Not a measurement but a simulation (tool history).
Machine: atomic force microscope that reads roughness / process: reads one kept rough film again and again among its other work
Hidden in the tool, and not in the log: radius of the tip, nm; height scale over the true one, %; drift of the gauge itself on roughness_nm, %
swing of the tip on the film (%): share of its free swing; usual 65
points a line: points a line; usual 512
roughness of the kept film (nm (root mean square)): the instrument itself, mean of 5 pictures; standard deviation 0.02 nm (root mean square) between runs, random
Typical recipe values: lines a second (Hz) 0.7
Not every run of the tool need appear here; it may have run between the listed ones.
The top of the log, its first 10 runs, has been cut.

| run | hour | lines a second (Hz) | swing of the tip on the film (%) | points a line | pictures with this tip | hours of work since the height scale was calibrated | roughness of the kept film (nm (root mean square)) |
|---|---|---|---|---|---|---|---|
| 11 | 233.6 | 0.7 | 58 | 512 | 46 | 303 | 4.651 |
| 12 | 260.8 | 0.7 | 58 | 512 | 77 | 314 | 4.508 |
|  | 264.5 | height scale calibrated on a step standard |
| 13 | 277.9 | 0.7 | 58 | 512 | 96 | 6 | 4.356 |
| 14 | 300 | 0.7 | 58 | 512 | 121 | 15 | 4.253 |
| 15 | 317.6 | 0.7 | 58 | 512 | 141 | 22 | 4.181 |
| 16 | 334.8 | 3.765 | 65 | 754 | 161 | 29 | 3.542 |
| 17 | 361.1 | 3.531 | 65 | 265 | 191 | 40 | 3.367 |
| 18 | 377.3 | 3.531 | 65 | 265 | 210 | 47 | 3.303 |
|  | 388.2 | new tip fitted |
|  | 394.3 | height scale calibrated on a step standard, once more |
| 19 | 397 | 0.624 | 65 | 1021 | 9 | 1 | 4.827 |
| 20 | 411.3 | 0.624 | 65 | 1021 | 25 | 7 | 4.738 |
| 21 | 434.8 | 1.273 | 59 | 383 | 52 | 17 | 4.47 |
| 22 | 457.5 | 0.517 | 76 | 753 | 78 | 26 | 4.338 |
| 23 | 476.5 | 1.238 | 65 | 789 | 100 | 34 | 4.161 |
| 24 | 489.5 | 0.577 | 89 | 1008 | 115 | 39 | 3.977 |
| 25 | 505.6 | 0.7 | 75 | 622 | 134 | 46 | 4.019 |
| 26 | 529.9 | 1.454 | 55 | 341 | 162 | 56 | 3.921 |
| 27 | 553.5 | 0.7 | 60 | 866 | 189 | 66 | 3.875 |
| 28 | 569.7 | 0.7 | 60 | 866 | 207 | 73 | 3.778 |
|  | 583.2 | new tip fitted |
| 29 | 597.6 | 0.7 | 65 | 351 | 17 | 84 | 4.709 |
| 30 | 618.7 | 0.7 | 65 | 351 | 41 | 93 | 4.549 |

Predict each of these 5 candidate next runs independently; none follows another, all start after run 30:
| A | 641.3 | 2.155 | 65 | 412 | 67 | 102 | ? |
| B | 641.3 | 2.438 | 65 | 313 | 67 | 102 | ? |
| C | 641.3 | 1.492 | 65 | 785 | 67 | 102 | ? |
| D | 641.3 | 2.314 | 83 | 607 | 67 | 102 | ? |
| E | 641.3 | 3.639 | 71 | 596 | 67 | 102 | ? |

| run | roughness of the kept film (nm (root mean square)) |
|---|---|
| A | 4.125 |
| B | 4.072 |
| C | 4.27 |
| D | 3.567 |
| E | 3.687 |
Had the tool no hidden state, the same runs would have come out as:
| run | roughness of the kept film (nm (root mean square)) |
|---|---|
| A | 4.563 |
| B | 4.505 |
| C | 4.724 |
| D | 3.945 |
| E | 4.079 |
